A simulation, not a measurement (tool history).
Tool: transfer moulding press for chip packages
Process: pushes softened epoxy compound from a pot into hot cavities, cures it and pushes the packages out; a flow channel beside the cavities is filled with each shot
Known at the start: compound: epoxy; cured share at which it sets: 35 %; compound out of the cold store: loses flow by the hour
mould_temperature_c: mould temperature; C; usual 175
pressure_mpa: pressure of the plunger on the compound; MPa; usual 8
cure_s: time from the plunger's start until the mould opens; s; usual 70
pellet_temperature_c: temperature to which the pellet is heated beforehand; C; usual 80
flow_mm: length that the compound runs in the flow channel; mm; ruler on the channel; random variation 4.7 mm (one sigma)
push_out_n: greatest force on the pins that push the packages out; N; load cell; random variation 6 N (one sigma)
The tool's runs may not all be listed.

| run | hour | mould_temperature_c | pressure_mpa | cure_s | pellet_temperature_c | incoming compound's hours out of the cold store | flow_mm | push_out_n |
|---|---|---|---|---|---|---|---|---|
| 1 | 0 | 175 | 8 | 70 | 80 | 14.8 | 679 | 504 |
| 2 | 28.5 | 175 | 8.39 | 70 | 80 | 23.9 | 669 | 484 |
|  | 42 | cavities cleaned with cleaning compound and waxed |
| 3 | 60.2 | 175 | 8.39 | 70 | 80 | 27.4 | 653 | 331 |
| 4 | 77.8 | 175 | 8 | 91 | 80 | 19.7 | 673 | 283 |
| 5 | 97.4 | 175 | 8 | 91 | 80 | 41.3 | 582 | 310 |
| 6 | 120.3 | 175 | 9.9 | 91 | 80 | 46.1 | 626 | 334 |
| 7 | 145.8 | 175 | 9.9 | 91 | 80 | 23.7 | 709 | 326 |
|  | 163.1 | cavities cleaned with cleaning compound and waxed |
| 8 | 163.1 | 175 | 9.9 | 91 | 80 | 29.2 | 682 | 174 |
| 9 | 183.1 | 175 | 9.9 | 91 | 80 | 30.1 | 680 | 252 |
|  | 213.1 | plunger's sealing rings changed |
| 10 | 214.8 | 175 | 9.9 | 91 | 80 | 33.1 | 724 | 311 |
| 11 | 230.7 | 175 | 9.9 | 91 | 80 | 28.7 | 750 | 324 |
| 12 | 251.9 | 174 | 8 | 70 | 80 | 19.7 | 709 | 512 |
| 13 | 276.5 | 175 | 8 | 70 | 80 | 29.5 | 662 | 455 |
|  | 286 | cavities cleaned with cleaning compound and waxed |
| 14 | 291.5 | 175 | 8 | 70 | 80 | 42.9 | 623 | 275 |
| 15 | 307.6 | 175 | 8 | 59 | 80 | 40.9 | 627 | 490 |
| 16 | 333.1 | 175 | 8 | 59 | 80 | 47.9 | 602 | 583 |
| 17 | 357.2 | 179 | 7.71 | 70 | 80 | 18.1 | 670 | 373 |
| 18 | 373.8 | 173 | 6.75 | 60 | 80 | 22.1 | 634 | 780 |
| 19 | 404.2 | 175 | 9.58 | 91 | 71 | 36 | 688 | 333 |
|  | 408.4 | cavities cleaned with cleaning compound and waxed |
| 20 | 432.8 | 177 | 9.99 | 70 | 80 | 42 | 679 | 320 |
| 21 | 456.9 | 175 | 6.72 | 70 | 80 | 19.7 | 627 | 427 |
| 22 | 481.5 | 175 | 6.72 | 70 | 80 | 18.7 | 622 | 455 |
| 23 | 500 | 175 | 8 | 101 | 83 | 36.5 | 621 | 325 |
| 24 | 512.9 | 175 | 8 | 101 | 83 | 34 | 628 | 324 |
| 25 | 525.5 | 175 | 6.83 | 104 | 83 | 26.2 | 605 | 332 |
|  | 530.1 | mould's thermocouples calibrated |
|  | 531.6 | cavities cleaned with cleaning compound and waxed |
| 26 | 550.1 | 175 | 6.83 | 108 | 83 | 18.6 | 632 | 238 |
| 27 | 580.6 | 175 | 6.07 | 85 | 71 | 14.6 | 612 | 348 |
| 28 | 607.8 | 175 | 8.42 | 85 | 71 | 35.2 | 631 | 345 |

Measured less the same run without the tool's hidden state. The same run-to-run variation is in both; the gauge's scatter may not be:
The hidden state here: true mould temperature over the reading, C; pressure that reaches the compound, % of what is set; grip of the stained cavities, % over clean ones'; drift of the gauge itself on flow_mm, %; drift of the gauge itself on push_out_n, %.
| run | flow_mm | push_out_n |
|---|---|---|
| 1 | -42 | +243 |
| 2 | -44 | +244 |
| 3 | -46 | +103 |
| 4 | -49 | +115 |
| 5 | -44 | +144 |
| 6 | -50 | +163 |
| 7 | -60 | +168 |
| 8 | -59 | +0 |
| 9 | -62 | +80 |
| 10 | -1 | +138 |
| 11 | -3 | +154 |
| 12 | -5 | +247 |
| 13 | -7 | +229 |
| 14 | -7 | +33 |
| 15 | -9 | +155 |
| 16 | -11 | +249 |
| 17 | -14 | +176 |
| 18 | -15 | +374 |
| 19 | -20 | +169 |
| 20 | -22 | +108 |
| 21 | -22 | +185 |
| 22 | -24 | +212 |
| 23 | -27 | +161 |
| 24 | -28 | +161 |
| 25 | -29 | +170 |
| 26 | -30 | +72 |
| 27 | -32 | +156 |
| 28 | -36 | +166 |

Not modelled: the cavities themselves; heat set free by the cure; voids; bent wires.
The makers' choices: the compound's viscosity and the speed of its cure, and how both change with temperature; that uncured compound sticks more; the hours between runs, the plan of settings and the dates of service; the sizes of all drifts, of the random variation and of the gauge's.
